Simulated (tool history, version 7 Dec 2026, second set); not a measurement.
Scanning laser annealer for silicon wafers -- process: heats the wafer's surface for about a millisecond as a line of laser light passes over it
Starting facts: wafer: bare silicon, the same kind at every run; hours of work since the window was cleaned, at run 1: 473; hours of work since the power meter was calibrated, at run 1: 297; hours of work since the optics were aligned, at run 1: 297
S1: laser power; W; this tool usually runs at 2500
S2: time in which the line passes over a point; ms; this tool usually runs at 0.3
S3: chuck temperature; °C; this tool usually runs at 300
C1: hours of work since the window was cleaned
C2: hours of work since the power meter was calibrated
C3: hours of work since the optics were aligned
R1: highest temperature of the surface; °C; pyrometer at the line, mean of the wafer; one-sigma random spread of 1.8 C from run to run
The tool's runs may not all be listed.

Run 1, hour 0: usual settings; C1 473; C2 297; C3 297. Result: R1 988 °C.
Run 2, hour 43.9: usual settings; C1 502; C2 326; C3 326. Result: R1 986 °C.
Run 3, hour 75.2: usual settings; C1 522; C2 347; C3 347. Result: R1 986 °C.
Run 4, hour 124.8: usual settings; C1 555; C2 380; C3 380. Result: R1 980 °C.
Run 5, hour 165.2: usual settings; C1 581; C2 406; C3 406. Result: R1 982 °C.
Run 6, hour 196.3: usual settings; C1 602; C2 427; C3 427. Result: R1 982 °C.
Run 7, hour 235.6: usual settings but S2 0.368 ms; C1 628; C2 453; C3 453. Result: R1 1045 °C.
Run 8, hour 272.2: usual settings but S2 0.368 ms; C1 652; C2 477; C3 477. Result: R1 1042 °C.
Run 9, hour 303.7: usual settings; C1 673; C2 497; C3 497. Result: R1 977 °C.
Run 10, hour 344.4: usual settings but S2 0.319 ms, S3 266 °C; C1 699; C2 524; C3 524. Result: R1 962 °C.
Run 11, hour 378.9: usual settings but S2 0.319 ms, S3 266 °C; C1 722; C2 547; C3 547. Result: R1 961 °C.
Run 12, hour 420.7: usual settings but S1 2658 W, S2 0.252 ms; C1 750; C2 575; C3 575. Result: R1 966 °C.
At hour 425.9: window over the wafer cleaned.
Run 13, hour 458: usual settings but S1 2348 W, S2 0.332 ms, S3 283 °C; C1 21; C2 598; C3 598. Result: R1 922 °C.
Run 14, hour 498.3: usual settings but S1 2348 W, S2 0.332 ms, S3 283 °C; C1 48; C2 624; C3 624. Result: R1 919 °C.
Run 15, hour 529.2: usual settings but S2 0.313 ms, S3 329 °C; C1 68; C2 645; C3 645. Result: R1 991 °C.
Run 16, hour 559.1: usual settings but S1 2209 W; C1 88; C2 664; C3 664. Result: R1 870 °C.
Run 17, hour 588.7: usual settings but S1 2220 W; C1 107; C2 684; C3 684. Result: R1 871 °C.
Run 18, hour 612.2: usual settings but S1 2157 W, S2 0.291 ms, S3 314 °C; C1 123; C2 699; C3 699. Result: R1 859 °C.

Each row is a separate what-if for the run after 18, all from the same tool condition, not one after another. Results?
Run A, hour 658.4: usual settings but S1 2270 W; C1 153; C2 730; C3 730. Result: R1 ?.
Run B, hour 658.4: usual settings but S3 333 °C; C1 153; C2 730; C3 730. Result: R1 ?.
Run C, hour 658.4: usual settings but S1 2608 W, S2 0.252 ms, S3 329 °C; C1 153; C2 730; C3 730. Result: R1 ?.
Run D, hour 658.4: usual settings but S1 2613 W, S2 0.295 ms, S3 289 °C; C1 153; C2 730; C3 730. Result: R1 ?.

run   R1
  A  884
  B  981
  C  958
  D  962
The same runs, with their run-to-run variation unchanged, on a tool lacking any hidden condition would have given:
run    R1
  A   944
  B  1047
  C  1023
  D  1031
